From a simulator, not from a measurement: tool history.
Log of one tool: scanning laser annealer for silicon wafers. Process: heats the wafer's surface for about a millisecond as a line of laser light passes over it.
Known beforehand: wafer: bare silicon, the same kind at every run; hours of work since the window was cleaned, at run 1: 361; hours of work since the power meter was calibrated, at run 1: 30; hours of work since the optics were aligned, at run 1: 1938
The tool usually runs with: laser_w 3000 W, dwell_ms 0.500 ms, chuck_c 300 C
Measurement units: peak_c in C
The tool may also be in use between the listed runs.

| run | hour | laser_w | dwell_ms | chuck_c | hours of work since the window was cleaned | hours of work since the power meter was calibrated | hours of work since the optics were aligned | peak_c |
|---|---|---|---|---|---|---|---|---|
| 1 | 0.0 | 3000 | 0.500 | 300 | 361 | 30 | 1938 | 990 |
| 2 | 7.2 | 3000 | 0.500 | 300 | 365 | 35 | 1943 | 987 |
| 3 | 13.0 | 3000 | 0.500 | 300 | 369 | 39 | 1947 | 989 |
| 4 | 22.2 | 3000 | 0.500 | 300 | 375 | 45 | 1953 | 987 |
| 5 | 34.4 | 3000 | 0.500 | 300 | 383 | 53 | 1961 | 986 |
|  | 40.2 | optics aligned, line set to its width |
| 6 | 45.3 | 3000 | 0.500 | 311 | 387 | 57 | 3 | 1010 |
| 7 | 58.0 | 3000 | 0.500 | 311 | 395 | 65 | 12 | 1010 |
| 8 | 71.1 | 3000 | 0.500 | 311 | 404 | 73 | 20 | 1009 |
| 9 | 80.8 | 3000 | 0.500 | 296 | 410 | 80 | 26 | 993 |
| 10 | 90.1 | 3000 | 0.401 | 296 | 416 | 86 | 32 | 917 |
| 11 | 98.9 | 3000 | 0.500 | 300 | 422 | 91 | 38 | 990 |
| 12 | 106.0 | 3000 | 0.364 | 300 | 426 | 96 | 43 | 891 |
| 13 | 116.3 | 3000 | 0.364 | 300 | 433 | 103 | 49 | 888 |
| 14 | 124.4 | 3000 | 0.599 | 300 | 438 | 108 | 55 | 1063 |
| 15 | 134.3 | 3000 | 0.599 | 300 | 445 | 115 | 61 | 1062 |
| 16 | 145.2 | 3000 | 0.500 | 267 | 452 | 122 | 68 | 960 |
| 17 | 155.7 | 3000 | 0.500 | 267 | 459 | 128 | 75 | 958 |
| 18 | 163.0 | 3000 | 0.500 | 330 | 463 | 133 | 80 | 1021 |
| 19 | 172.6 | 3000 | 0.500 | 330 | 470 | 139 | 86 | 1020 |
| 20 | 179.7 | 3000 | 0.500 | 330 | 474 | 144 | 91 | 1022 |
| 21 | 193.8 | 2603 | 0.500 | 281 | 483 | 153 | 100 | 853 |
| 22 | 201.6 | 2858 | 0.451 | 299 | 489 | 158 | 105 | 913 |
| 23 | 212.9 | 3000 | 0.417 | 307 | 496 | 166 | 112 | 934 |
| 24 | 224.7 | 3000 | 0.417 | 307 | 504 | 173 | 120 | 934 |
| 25 | 236.5 | 2590 | 0.562 | 300 | 511 | 181 | 128 | 903 |
| 26 | 249.0 | 3137 | 0.502 | 282 | 519 | 189 | 136 | 1013 |
| 27 | 257.1 | 2663 | 0.502 | 288 | 525 | 194 | 141 | 877 |
| 28 | 264.1 | 3042 | 0.379 | 300 | 529 | 199 | 146 | 903 |
| 29 | 271.1 | 3042 | 0.539 | 266 | 534 | 203 | 150 | 993 |
| 30 | 280.1 | 3042 | 0.539 | 266 | 540 | 209 | 156 | 992 |
| 31 | 291.6 | 2741 | 0.408 | 294 | 547 | 217 | 164 | 842 |
| 32 | 300.7 | 2741 | 0.408 | 294 | 553 | 223 | 169 | 841 |
| 33 | 310.8 | 2741 | 0.408 | 294 | 560 | 229 | 176 | 840 |
| 34 | 320.2 | 3000 | 0.367 | 300 | 566 | 235 | 182 | 884 |
| 35 | 328.1 | 2918 | 0.563 | 300 | 571 | 241 | 187 | 998 |
| 36 | 337.5 | 3244 | 0.538 | 300 | 577 | 247 | 193 | 1086 |
| 37 | 349.5 | 3000 | 0.430 | 284 | 585 | 254 | 201 | 911 |
| 38 | 356.7 | 2700 | 0.460 | 263 | 589 | 259 | 206 | 835 |

What will run 39 give?
| 39 | 367.7 | 2801 | 0.395 | 302 | 597 | 266 | 213 | ? |

peak_c: 856 C
Had the tool carried no hidden state, the very same run would have given peak_c 899 C.
